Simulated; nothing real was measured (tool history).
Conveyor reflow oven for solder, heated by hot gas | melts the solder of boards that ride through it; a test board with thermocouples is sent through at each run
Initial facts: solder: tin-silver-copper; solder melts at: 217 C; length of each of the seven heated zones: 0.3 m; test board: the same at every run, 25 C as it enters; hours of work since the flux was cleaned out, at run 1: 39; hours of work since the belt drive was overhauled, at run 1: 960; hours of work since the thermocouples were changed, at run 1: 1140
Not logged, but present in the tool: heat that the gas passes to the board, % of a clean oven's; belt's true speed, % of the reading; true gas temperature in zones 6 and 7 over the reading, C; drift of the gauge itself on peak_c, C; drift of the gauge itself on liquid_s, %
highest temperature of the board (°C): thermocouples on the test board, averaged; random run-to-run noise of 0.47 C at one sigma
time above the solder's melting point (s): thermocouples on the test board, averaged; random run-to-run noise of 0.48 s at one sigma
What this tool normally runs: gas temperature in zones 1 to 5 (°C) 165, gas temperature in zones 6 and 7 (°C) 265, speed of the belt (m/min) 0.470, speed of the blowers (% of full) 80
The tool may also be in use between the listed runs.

| run | day | gas temperature in zones 1 to 5 (°C) | gas temperature in zones 6 and 7 (°C) | speed of the belt (m/min) | speed of the blowers (% of full) | hours of work since the flux was cleaned out | hours of work since the belt drive was overhauled | hours of work since the thermocouples were changed | highest temperature of the board (°C) | time above the solder's melting point (s) |
|---|---|---|---|---|---|---|---|---|---|---|
| 1 | 0.000 | 165 | 265 | 0.470 | 80 | 39 | 960 | 1140 | 245.4 | 49.2 |
|  | 1.571 | thermocouples of zones 6 and 7 changed |
| 2 | 1.658 | 165 | 265 | 0.470 | 80 | 67 | 987 | 1 | 248.8 | 52.3 |
| 3 | 2.938 | 165 | 265 | 0.470 | 80 | 89 | 1010 | 24 | 248.2 | 51.9 |
| 4 | 3.800 | 169 | 265 | 0.470 | 80 | 104 | 1025 | 39 | 248.9 | 53.5 |
| 5 | 4.942 | 165 | 265 | 0.470 | 55 | 124 | 1045 | 59 | 242.7 | 46.0 |
| 6 | 5.933 | 165 | 265 | 0.470 | 55 | 142 | 1062 | 76 | 242.9 | 44.7 |
| 7 | 7.254 | 165 | 265 | 0.470 | 55 | 165 | 1085 | 100 | 242.5 | 45.1 |
| 8 | 8.088 | 165 | 265 | 0.470 | 55 | 179 | 1100 | 114 | 242.5 | 44.5 |
| 9 | 9.662 | 165 | 265 | 0.470 | 80 | 207 | 1128 | 142 | 246.9 | 49.9 |
| 10 | 11.083 | 165 | 265 | 0.470 | 80 | 232 | 1152 | 167 | 245.5 | 49.8 |
| 11 | 12.729 | 165 | 265 | 0.470 | 80 | 261 | 1181 | 195 | 245.9 | 49.9 |
| 12 | 14.504 | 166 | 276 | 0.470 | 80 | 292 | 1212 | 227 | 256.1 | 57.5 |
|  | 15.671 | flux residue cleaned out of gas plates and filters |
| 13 | 15.908 | 165 | 276 | 0.541 | 80 | 4 | 1233 | 247 | 252.8 | 47.0 |
| 14 | 17.817 | 166 | 266 | 0.470 | 80 | 38 | 1267 | 281 | 248.6 | 53.9 |
| 15 | 19.288 | 158 | 276 | 0.405 | 64 | 63 | 1293 | 307 | 258.5 | 66.4 |
|  | 21.208 | belt drive overhauled, speed set with a stopwatch |
| 16 | 21.208 | 158 | 276 | 0.405 | 64 | 94 | 0 | 337 | 257.9 | 65.2 |
| 17 | 21.996 | 156 | 265 | 0.470 | 50 | 108 | 14 | 351 | 238.7 | 36.1 |
| 18 | 23.367 | 161 | 265 | 0.556 | 59 | 132 | 38 | 375 | 234.3 | 26.9 |
| 19 | 25.267 | 161 | 270 | 0.498 | 80 | 165 | 71 | 409 | 247.6 | 46.8 |
| 20 | 26.367 | 168 | 270 | 0.498 | 79 | 184 | 90 | 428 | 248.9 | 48.3 |
| 21 | 27.912 | 168 | 270 | 0.498 | 79 | 212 | 118 | 455 | 248.6 | 48.9 |

Each row is a separate what-if for the run after 21, all from the same tool condition, not one after another. Results?
| A | 29.192 | 168 | 279 | 0.498 | 79 | 234 | 140 | 477 | ? | ? |
| B | 29.192 | 168 | 265 | 0.467 | 56 | 234 | 140 | 477 | ? | ? |
| C | 29.192 | 165 | 265 | 0.473 | 86 | 234 | 140 | 477 | ? | ? |

| run | highest temperature of the board (°C) | time above the solder's melting point (s) |
|---|---|---|
| A | 255.9 | 53.0 |
| B | 242.1 | 44.1 |
| C | 246.1 | 49.5 |
Take away the tool's hidden state, keep each run's random variation, and the runs would have read:
| run | highest temperature of the board (°C) | time above the solder's melting point (s) |
|---|---|---|
| A | 260.0 | 55.8 |
| B | 245.6 | 48.1 |
| C | 250.0 | 53.2 |

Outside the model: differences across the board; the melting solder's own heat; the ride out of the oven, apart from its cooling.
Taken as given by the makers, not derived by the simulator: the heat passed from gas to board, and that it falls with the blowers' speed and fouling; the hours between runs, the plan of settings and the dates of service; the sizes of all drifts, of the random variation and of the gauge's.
